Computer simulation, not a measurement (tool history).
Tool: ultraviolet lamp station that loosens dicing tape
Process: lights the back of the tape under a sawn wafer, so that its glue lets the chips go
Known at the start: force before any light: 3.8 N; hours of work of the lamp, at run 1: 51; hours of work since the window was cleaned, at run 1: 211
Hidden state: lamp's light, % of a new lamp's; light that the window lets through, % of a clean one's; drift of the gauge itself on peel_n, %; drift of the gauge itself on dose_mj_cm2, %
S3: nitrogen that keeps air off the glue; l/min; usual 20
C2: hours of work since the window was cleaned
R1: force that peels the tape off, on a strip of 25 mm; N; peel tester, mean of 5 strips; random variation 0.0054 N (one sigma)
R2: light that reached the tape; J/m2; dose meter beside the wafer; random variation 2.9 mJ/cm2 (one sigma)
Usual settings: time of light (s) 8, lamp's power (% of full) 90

Run 1, hour 0: usual settings; hours of work of the lamp 51; C2 211. Result: R1 0.124 N, R2 4030 J/m2.
Run 2, hour 12.2: usual settings; hours of work of the lamp 57; C2 217. Result: R1 0.118 N, R2 4050 J/m2.
Run 3, hour 26.9: usual settings; hours of work of the lamp 65; C2 225. Result: R1 0.122 N, R2 4040 J/m2.
Run 4, hour 46.5: usual settings; hours of work of the lamp 75; C2 235. Result: R1 0.125 N, R2 3990 J/m2.
Run 5, hour 56.5: usual settings; hours of work of the lamp 80; C2 240. Result: R1 0.121 N, R2 3940 J/m2.
Run 6, hour 76.4: usual settings; hours of work of the lamp 90; C2 251. Result: R1 0.132 N, R2 3960 J/m2.
Run 7, hour 97.4: usual settings; hours of work of the lamp 101; C2 261. Result: R1 0.122 N, R2 3890 J/m2.
Run 8, hour 115.2: usual settings; hours of work of the lamp 110; C2 271. Result: R1 0.128 N, R2 3920 J/m2.
Run 9, hour 131: usual settings but time of light (s) 12, lamp's power (% of full) 95, S3 22 l/min; hours of work of the lamp 119; C2 279. Result: R1 0.066 N, R2 6190 J/m2.
Run 10, hour 149.7: usual settings but time of light (s) 10; hours of work of the lamp 128; C2 288. Result: R1 0.085 N, R2 4880 J/m2.
Run 11, hour 167.9: usual settings but time of light (s) 6, lamp's power (% of full) 67, S3 28 l/min; hours of work of the lamp 138; C2 298. Result: R1 0.376 N, R2 2170 J/m2.
Run 12, hour 186.3: usual settings but time of light (s) 6, lamp's power (% of full) 67, S3 28 l/min; hours of work of the lamp 147; C2 307. Result: R1 0.361 N, R2 2150 J/m2.
Run 13, hour 207.3: usual settings but time of light (s) 4, lamp's power (% of full) 71, S3 18 l/min; hours of work of the lamp 158; C2 318. Result: R1 0.853 N, R2 1530 J/m2.
Run 14, hour 217.9: usual settings but time of light (s) 14, lamp's power (% of full) 67, S3 7 l/min; hours of work of the lamp 163; C2 324. Result: R1 0.18 N, R2 4960 J/m2.

Run 15 comes next. What will it give?
Run 15, hour 240.1: usual settings but time of light (s) 14, lamp's power (% of full) 67, S3 7 l/min; hours of work of the lamp 175; C2 335. Result: R1 ?, R2 ?.

R1: 0.18 N
R2: 4960 J/m2
Without the tool's hidden state the same run would have given R1 0.14 N, R2 5570 J/m2.

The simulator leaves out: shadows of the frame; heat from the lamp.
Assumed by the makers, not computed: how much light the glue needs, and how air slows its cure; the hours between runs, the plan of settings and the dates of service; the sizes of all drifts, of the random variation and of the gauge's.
